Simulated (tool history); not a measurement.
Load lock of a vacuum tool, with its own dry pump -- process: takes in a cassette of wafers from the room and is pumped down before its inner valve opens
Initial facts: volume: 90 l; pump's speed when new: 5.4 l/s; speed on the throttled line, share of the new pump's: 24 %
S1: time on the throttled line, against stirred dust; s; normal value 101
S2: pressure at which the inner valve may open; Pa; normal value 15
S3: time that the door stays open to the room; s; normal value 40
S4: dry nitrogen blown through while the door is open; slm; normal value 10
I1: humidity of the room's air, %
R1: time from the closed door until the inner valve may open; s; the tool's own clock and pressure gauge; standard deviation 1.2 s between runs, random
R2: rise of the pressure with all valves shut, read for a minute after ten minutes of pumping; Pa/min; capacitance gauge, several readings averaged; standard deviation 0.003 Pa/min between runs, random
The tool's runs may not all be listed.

{"run": 1, "hour": 0.0, "S1": 101, "S2": 15, "S3": 40, "S4": 10, "I1": 45.6, "R1": 226, "R2": 0.021}
{"run": 2, "hour": 211.4, "S1": 101, "S2": 15, "S3": 40, "S4": 41, "I1": 48, "R1": 224.6, "R2": 0.011}
{"run": 3, "hour": 416.0, "S1": 54, "S2": 15, "S3": 40, "S4": 10, "I1": 44.1, "R1": 190.1, "R2": 0.014}
{"run": 4, "hour": 621.1, "S1": 54, "S2": 15, "S3": 40, "S4": 34, "I1": 44.2, "R1": 189.9, "R2": 0.011}
{"run": 5, "hour": 844.2, "S1": 54, "S2": 15, "S3": 40, "S4": 34, "I1": 40.4, "R1": 190.2, "R2": 0.016}
{"run": 6, "hour": 1042.0, "S1": 54, "S2": 15, "S3": 40, "S4": 34, "I1": 46.6, "R1": 188.9, "R2": 0.015}
{"run": 7, "hour": 1222.7, "S1": 101, "S2": 15, "S3": 40, "S4": 10, "I1": 45.2, "R1": 225.5, "R2": 0.025}
{"run": 8, "hour": 1442.6, "S1": 101, "S2": 15, "S3": 40, "S4": 10, "I1": 46.3, "R1": 225.5, "R2": 0.02}
{"run": 9, "hour": 1549.8, "S1": 101, "S2": 15, "S3": 40, "S4": 10, "I1": 44, "R1": 225.5, "R2": 0.014}
{"run": 10, "hour": 1692.3, "S1": 101, "S2": 15, "S3": 40, "S4": 10, "I1": 47.8, "R1": 225, "R2": 0.022}
{"run": 11, "hour": 1836.7, "S1": 101, "S2": 15, "S3": 40, "S4": 10, "I1": 46.6, "R1": 226.4, "R2": 0.022}
{"run": 12, "hour": 2058.0, "S1": 101, "S2": 15, "S3": 40, "S4": 10, "I1": 41.5, "R1": 225.2, "R2": 0.023}
{"run": 13, "hour": 2169.4, "S1": 101, "S2": 15, "S3": 40, "S4": 10, "I1": 45.7, "R1": 224.1, "R2": 0.02}
{"run": 14, "hour": 2405.5, "S1": 101, "S2": 15, "S3": 40, "S4": 10, "I1": 44.1, "R1": 226.4, "R2": 0.019}
{"run": 15, "hour": 2540.2, "S1": 101, "S2": 15, "S3": 40, "S4": 10, "I1": 43.6, "R1": 225.6, "R2": 0.019}
{"run": 16, "hour": 2674.5, "S1": 129, "S2": 15, "S3": 40, "S4": 10, "I1": 44.9, "R1": 245.1, "R2": 0.027}
{"run": 17, "hour": 2788.1, "S1": 129, "S2": 15, "S3": 40, "S4": 10, "I1": 46.1, "R1": 247.6, "R2": 0.018}
{"run": 18, "hour": 3014.2, "S1": 129, "S2": 15, "S3": 40, "S4": 10, "I1": 43.4, "R1": 245.2, "R2": 0.019}
{"run": 19, "hour": 3217.0, "S1": 129, "S2": 15, "S3": 40, "S4": 10, "I1": 45.4, "R1": 247.3, "R2": 0.023}
{"run": 20, "hour": 3355.8, "S1": 101, "S2": 15, "S3": 120, "S4": 10, "I1": 43.5, "R1": 225.5, "R2": 0.037}
{"run": 21, "hour": 3500.8, "S1": 101, "S2": 15, "S3": 130, "S4": 10, "I1": 45, "R1": 227.7, "R2": 0.044}
{"run": 22, "hour": 3727.3, "S1": 101, "S2": 15, "S3": 130, "S4": 10, "I1": 47.3, "R1": 225.5, "R2": 0.047}
{"run": 23, "hour": 3908.8, "S1": 101, "S2": 15, "S3": 130, "S4": 10, "I1": 46.8, "R1": 226.8, "R2": 0.049}
{"run": 24, "hour": 4066.1, "S1": 149, "S2": 19, "S3": 135, "S4": 29, "I1": 47.3, "R1": 257.7, "R2": 0.034}
{"run": 25, "hour": 4260.7, "S1": 79, "S2": 15, "S3": 40, "S4": 10, "I1": 48.7, "R1": 207.8, "R2": 0.018}
{"run": 26, "hour": 4359.3, "S1": 79, "S2": 23, "S3": 40, "S4": 8, "I1": 43.5, "R1": 199.1, "R2": 0.018}
{"run": 27, "hour": 4477.6, "S1": 79, "S2": 23, "S3": 40, "S4": 8, "I1": 46.1, "R1": 201.5, "R2": 0.023}

The next listed run, before its measurement:
{"run": 28, "hour": 4651.8, "S1": 79, "S2": 23, "S3": 40, "S4": 8, "I1": 47.7, "R1": "?", "R2": "?"}

R1: 201.8 s
R2: 0.02 Pa/min
Minus the tool's unlogged condition, the same run would have read R1 201.5 s, R2 0.02 Pa/min.

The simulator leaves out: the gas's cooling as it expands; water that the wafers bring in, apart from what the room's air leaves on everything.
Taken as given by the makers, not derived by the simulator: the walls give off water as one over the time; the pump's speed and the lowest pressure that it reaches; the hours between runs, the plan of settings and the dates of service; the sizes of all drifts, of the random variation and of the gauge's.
